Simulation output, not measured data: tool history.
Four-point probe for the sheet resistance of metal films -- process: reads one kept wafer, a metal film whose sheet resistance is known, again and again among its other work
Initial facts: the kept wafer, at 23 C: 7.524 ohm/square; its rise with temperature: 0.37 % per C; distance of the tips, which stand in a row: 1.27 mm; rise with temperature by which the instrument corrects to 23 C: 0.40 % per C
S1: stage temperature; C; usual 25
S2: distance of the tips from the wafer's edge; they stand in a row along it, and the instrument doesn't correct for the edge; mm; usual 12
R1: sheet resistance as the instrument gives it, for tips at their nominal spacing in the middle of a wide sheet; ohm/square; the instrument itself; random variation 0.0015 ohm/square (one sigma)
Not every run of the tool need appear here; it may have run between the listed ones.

Run 1, hour 0.0: usual settings. Result: R1 7.580434 ohm/square.
Run 2, hour 42.1: usual settings. Result: R1 7.577699 ohm/square.
Run 3, hour 68.3: usual settings. Result: R1 7.579820 ohm/square.
Run 4, hour 108.5: usual settings. Result: R1 7.578975 ohm/square.
Run 5, hour 166.5: usual settings but S2 49 mm. Result: R1 7.539044 ohm/square.
Run 6, hour 205.8: usual settings. Result: R1 7.580715 ohm/square.
Run 7, hour 266.1: usual settings. Result: R1 7.583582 ohm/square.
Run 8, hour 322.0: usual settings but S1 26 C. Result: R1 7.580693 ohm/square.
Run 9, hour 360.5: usual settings but S1 26 C. Result: R1 7.586039 ohm/square.
Run 10, hour 414.4: usual settings. Result: R1 7.586261 ohm/square.
Run 11, hour 446.4: usual settings. Result: R1 7.583808 ohm/square.
Run 12, hour 503.2: usual settings. Result: R1 7.586413 ohm/square.
Run 13, hour 559.3: usual settings but S1 29 C. Result: R1 7.582008 ohm/square.
Run 14, hour 593.0: usual settings. Result: R1 7.589816 ohm/square.
Run 15, hour 648.6: usual settings but S1 21 C. Result: R1 7.598527 ohm/square.
Run 16, hour 679.1: usual settings. Result: R1 7.594004 ohm/square.
Run 17, hour 725.2: usual settings. Result: R1 7.593764 ohm/square.
Run 18, hour 750.7: usual settings. Result: R1 7.594144 ohm/square.
Run 19, hour 798.2: usual settings. Result: R1 7.592915 ohm/square.
Run 20, hour 835.9: usual settings. Result: R1 7.594736 ohm/square.
Run 21, hour 879.3: usual settings. Result: R1 7.592096 ohm/square.
Run 22, hour 938.5: usual settings but S2 50 mm. Result: R1 7.552303 ohm/square.
Run 23, hour 965.7: usual settings but S1 20 C, S2 28 mm. Result: R1 7.567282 ohm/square.
Run 24, hour 1024.1: usual settings but S1 20 C, S2 28 mm. Result: R1 7.569859 ohm/square.
Run 25, hour 1050.2: usual settings but S1 27 C. Result: R1 7.595282 ohm/square.
Run 26, hour 1085.6: usual settings but S1 27 C. Result: R1 7.594195 ohm/square.
Run 27, hour 1131.8: usual settings but S1 27 C. Result: R1 7.593776 ohm/square.
Run 28, hour 1159.2: usual settings but S1 27 C, S2 68 mm. Result: R1 7.551895 ohm/square.
Run 29, hour 1184.3: usual settings but S1 27 C, S2 22 mm. Result: R1 7.559985 ohm/square.
At hour 1189.2: stage's thermometer calibrated.
Run 30, hour 1232.9: usual settings but S1 23 C, S2 6 mm. Result: R1 7.736529 ohm/square.
Run 31, hour 1261.9: usual settings but S1 23 C, S2 6 mm. Result: R1 7.739251 ohm/square.
Run 32, hour 1293.5: usual settings but S1 22 C, S2 15 mm. Result: R1 7.590888 ohm/square.
Run 33, hour 1345.7: usual settings but S2 23 mm. Result: R1 7.570614 ohm/square.
Run 34, hour 1390.2: usual settings but S2 69 mm. Result: R1 7.560864 ohm/square.
Run 35, hour 1432.8: usual settings but S2 38 mm. Result: R1 7.562774 ohm/square.
Run 36, hour 1491.8: usual settings but S2 15 mm. Result: R1 7.589055 ohm/square.
Run 37, hour 1526.8: usual settings but S1 24 C, S2 15 mm. Result: R1 7.590186 ohm/square.
At hour 1552.9: stage's thermometer calibrated, once more.
Run 38, hour 1585.3: usual settings but S1 22 C, S2 73 mm. Result: R1 7.561726 ohm/square.
Run 39, hour 1623.2: usual settings but S2 75 mm. Result: R1 7.554695 ohm/square.
Run 40, hour 1679.9: usual settings but S2 75 mm. Result: R1 7.554404 ohm/square.
Run 41, hour 1709.3: usual settings but S1 33 C, S2 3 mm. Result: R1 8.199579 ohm/square.
Run 42, hour 1752.8: usual settings but S1 32 C, S2 4 mm. Result: R1 7.930189 ohm/square.
Run 43, hour 1814.5: usual settings but S1 30 C, S2 3 mm. Result: R1 8.202276 ohm/square.
Run 44, hour 1852.2: usual settings but S1 29 C, S2 30 mm. Result: R1 7.556644 ohm/square.

5 options for the next run, each taken on its own from the tool as it stands now. Forecast them:
Run A, hour 1897.3: usual settings but S1 29 C, S2 7 mm. Result: R1 ?.
Run B, hour 1897.3: usual settings but S1 23 C, S2 74 mm. Result: R1 ?.
Run C, hour 1897.3: usual settings but S1 29 C, S2 8 mm. Result: R1 ?.
Run D, hour 1897.3: usual settings but S2 3 mm. Result: R1 ?.
Run E, hour 1897.3: usual settings but S1 28 C. Result: R1 ?.

run        R1
  A  7.684696
  B  7.563867
  C  7.652541
  D  8.216096
  E  7.597926
Without the tool's unlogged condition, the same runs would have read:
run        R1
  A  7.646227
  B  7.525964
  C  7.614220
  D  8.175230
  E  7.559858
